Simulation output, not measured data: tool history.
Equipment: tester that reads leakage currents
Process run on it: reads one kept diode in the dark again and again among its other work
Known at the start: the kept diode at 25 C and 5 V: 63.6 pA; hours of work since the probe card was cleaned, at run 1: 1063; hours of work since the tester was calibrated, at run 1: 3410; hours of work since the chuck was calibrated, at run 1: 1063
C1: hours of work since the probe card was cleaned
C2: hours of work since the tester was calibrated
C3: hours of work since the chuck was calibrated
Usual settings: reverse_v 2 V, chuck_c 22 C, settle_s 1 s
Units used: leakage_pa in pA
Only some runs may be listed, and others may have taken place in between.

Run 1, hour 0: usual settings; C1 1063; C2 3410; C3 1063. Result: leakage_pa 35.73 pA.
Run 2, hour 125.4: usual settings; C1 1152; C2 3498; C3 1152. Result: leakage_pa 36.26 pA.
At hour 206.5: chuck's temperature calibrated.
Run 3, hour 304.7: usual settings; C1 1278; C2 3624; C3 70. Result: leakage_pa 33.03 pA.
Run 4, hour 436: usual settings; C1 1371; C2 3717; C3 163. Result: leakage_pa 33.61 pA.
Run 5, hour 673.2: usual settings but settle_s 1.94 s; C1 1539; C2 3885; C3 331. Result: leakage_pa 33.81 pA.
Run 6, hour 808.2: usual settings but settle_s 1.94 s; C1 1635; C2 3981; C3 427. Result: leakage_pa 34.36 pA.

Expected results for the next run?
At hour 1002.1: probe card cleaned and baked.
Run 7, hour 1004.6: usual settings but reverse_v 19.32 V, settle_s 2.9 s; C1 2; C2 4118; C3 564. Result: leakage_pa ?.

Logged for run 7: leakage_pa 91.32 pA.
Minus the tool's unlogged condition, the same run would have read leakage_pa 88.99 pA.
